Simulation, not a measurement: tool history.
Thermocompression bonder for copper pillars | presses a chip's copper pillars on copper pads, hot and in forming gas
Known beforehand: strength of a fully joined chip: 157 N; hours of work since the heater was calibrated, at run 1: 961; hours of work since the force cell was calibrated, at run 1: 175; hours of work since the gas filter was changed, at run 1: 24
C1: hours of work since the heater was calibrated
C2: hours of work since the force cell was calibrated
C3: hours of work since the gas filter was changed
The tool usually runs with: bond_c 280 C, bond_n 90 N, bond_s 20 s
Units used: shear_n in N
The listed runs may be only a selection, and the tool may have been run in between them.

Run 1, hour 0: usual settings; C1 961; C2 175; C3 24. Result: shear_n 114.1 N.
Run 2, hour 31.7: usual settings but bond_c 278 C; C1 985; C2 199; C3 48. Result: shear_n 111.5 N.
Run 3, hour 48.8: usual settings but bond_c 278 C; C1 997; C2 212; C3 61. Result: shear_n 111.2 N.
Run 4, hour 77.3: usual settings; C1 1019; C2 234; C3 82. Result: shear_n 111.5 N.
Run 5, hour 92.8: usual settings; C1 1030; C2 245; C3 94. Result: shear_n 110.9 N.
Run 6, hour 115.5: usual settings but bond_n 107 N; C1 1048; C2 262; C3 111. Result: shear_n 115.7 N.
At hour 128.2: forming gas filter changed.
Run 7, hour 146: usual settings; C1 1070; C2 285; C3 13. Result: shear_n 118.5 N.
Run 8, hour 172.2: usual settings but bond_s 40 s; C1 1090; C2 305; C3 33. Result: shear_n 133 N.
Run 9, hour 194.6: usual settings; C1 1107; C2 321; C3 50. Result: shear_n 115.4 N.
At hour 209.4: heater calibrated with a thermocouple chip.
Run 10, hour 215.2: usual settings; C1 4; C2 335; C3 64. Result: shear_n 107 N.
Run 11, hour 235.8: usual settings; C1 20; C2 351; C3 79. Result: shear_n 104.6 N.
Run 12, hour 263.5: usual settings; C1 41; C2 372; C3 100. Result: shear_n 104.6 N.
Run 13, hour 280.8: usual settings; C1 54; C2 385; C3 113. Result: shear_n 104.4 N.
At hour 290: forming gas filter changed.
Run 14, hour 311.6: usual settings; C1 77; C2 408; C3 16. Result: shear_n 108.9 N.
Run 15, hour 338.8: usual settings; C1 97; C2 428; C3 37. Result: shear_n 108.6 N.
Run 16, hour 354: usual settings; C1 108; C2 440; C3 48. Result: shear_n 106.3 N.
Run 17, hour 384.9: usual settings; C1 132; C2 463; C3 71. Result: shear_n 106.4 N.
Run 18, hour 403.8: usual settings; C1 146; C2 477; C3 86. Result: shear_n 104.9 N.
Run 19, hour 428.3: usual settings; C1 164; C2 495; C3 104. Result: shear_n 103.4 N.
At hour 450.6: forming gas filter changed.
Run 20, hour 458.6: usual settings but bond_c 287 C, bond_s 17 s; C1 187; C2 518; C3 6. Result: shear_n 114.6 N.
Run 21, hour 484.3: usual settings but bond_c 252 C, bond_s 30 s; C1 206; C2 537; C3 25. Result: shear_n 96.5 N.
Run 22, hour 499.1: usual settings but bond_c 252 C, bond_s 30 s; C1 217; C2 548; C3 36. Result: shear_n 96.4 N.
Run 23, hour 528: usual settings but bond_c 303 C, bond_s 22 s; C1 239; C2 570; C3 58. Result: shear_n 127.1 N.
Run 24, hour 557.8: usual settings but bond_c 303 C, bond_s 22 s; C1 261; C2 592; C3 81. Result: shear_n 125.2 N.
Run 25, hour 584.9: usual settings but bond_n 106 N; C1 282; C2 613; C3 101. Result: shear_n 113.9 N.
Run 26, hour 601.5: usual settings but bond_c 271 C, bond_n 83 N, bond_s 12 s; C1 294; C2 625; C3 114. Result: shear_n 80.8 N.
At hour 612.3: forming gas filter changed.
Run 27, hour 618.2: usual settings but bond_c 271 C, bond_n 83 N, bond_s 12 s; C1 306; C2 638; C3 4. Result: shear_n 87.9 N.
Run 28, hour 643.9: usual settings but bond_c 308 C, bond_n 93 N, bond_s 55 s; C1 326; C2 657; C3 24. Result: shear_n 147.6 N.
Run 29, hour 657.1: usual settings but bond_c 276 C, bond_n 93 N, bond_s 55 s; C1 336; C2 667; C3 34. Result: shear_n 132.9 N.
Run 30, hour 670.2: usual settings but bond_c 276 C, bond_n 93 N, bond_s 55 s; C1 346; C2 677; C3 44. Result: shear_n 132.7 N.
Run 31, hour 698: usual settings but bond_c 304 C, bond_n 73 N; C1 366; C2 698; C3 64. Result: shear_n 117.1 N.
Run 32, hour 714.4: usual settings but bond_c 297 C, bond_n 93 N, bond_s 56 s; C1 379; C2 710; C3 77. Result: shear_n 138.8 N.
Run 33, hour 743.4: usual settings but bond_c 297 C, bond_n 93 N, bond_s 56 s; C1 401; C2 732; C3 99. Result: shear_n 136.2 N.
Run 34, hour 767.8: usual settings but bond_c 267 C, bond_n 93 N, bond_s 56 s; C1 419; C2 750; C3 117. Result: shear_n 122.3 N.
At hour 772.8: forming gas filter changed.
Run 35, hour 786.4: usual settings but bond_n 60 N; C1 433; C2 764; C3 10. Result: shear_n 97 N.
Run 36, hour 818.7: usual settings but bond_n 67 N; C1 457; C2 788; C3 34. Result: shear_n 99.7 N.
Run 37, hour 832.3: usual settings but bond_n 67 N; C1 467; C2 798; C3 45. Result: shear_n 99.4 N.
Run 38, hour 864.6: usual settings but bond_n 107 N, bond_s 16 s; C1 492; C2 823; C3 69. Result: shear_n 108 N.

Some steps in shear_n, run to run, broken into two amounts with sign: the step expected even without the hidden condition (settings, incoming material, random variation), and the rest, left for the hidden condition together with whatever gauge scatter is not in both the measured and the hidden-condition-free result:
Hidden state present: true temperature of the bond over the reading, C; force that reaches the chip, % of what is set; oxide that the forming gas leaves, % of the face; drift of the gauge itself on shear_n, %.
Run 6 -> 7: bond_n 107 -> 90, forming gas filter changed. shear_n +2.8 N: hidden state +10, all else -7.2.
Run 9 -> 10: heater calibrated with a thermocouple chip. shear_n -8.4 N: hidden state -9.8, all else +1.4.
Run 22 -> 23: bond_c 252 -> 303, bond_s 30 -> 22. shear_n +30.7 N: hidden state -3.5, all else +34.2.
Run 25 -> 26: bond_c 280 -> 271, bond_n 106 -> 83, bond_s 20 -> 12. shear_n -33.1 N: hidden state +2, all else -35.1.
Run 27 -> 28: bond_c 271 -> 308, bond_n 83 -> 93, bond_s 12 -> 55. shear_n +59.7 N: hidden state -3.6, all else +63.3.
Run 34 -> 35: bond_c 267 -> 280, bond_n 93 -> 60, bond_s 56 -> 20, forming gas filter changed. shear_n -25.3 N: hidden state +10.9, all else -36.2.

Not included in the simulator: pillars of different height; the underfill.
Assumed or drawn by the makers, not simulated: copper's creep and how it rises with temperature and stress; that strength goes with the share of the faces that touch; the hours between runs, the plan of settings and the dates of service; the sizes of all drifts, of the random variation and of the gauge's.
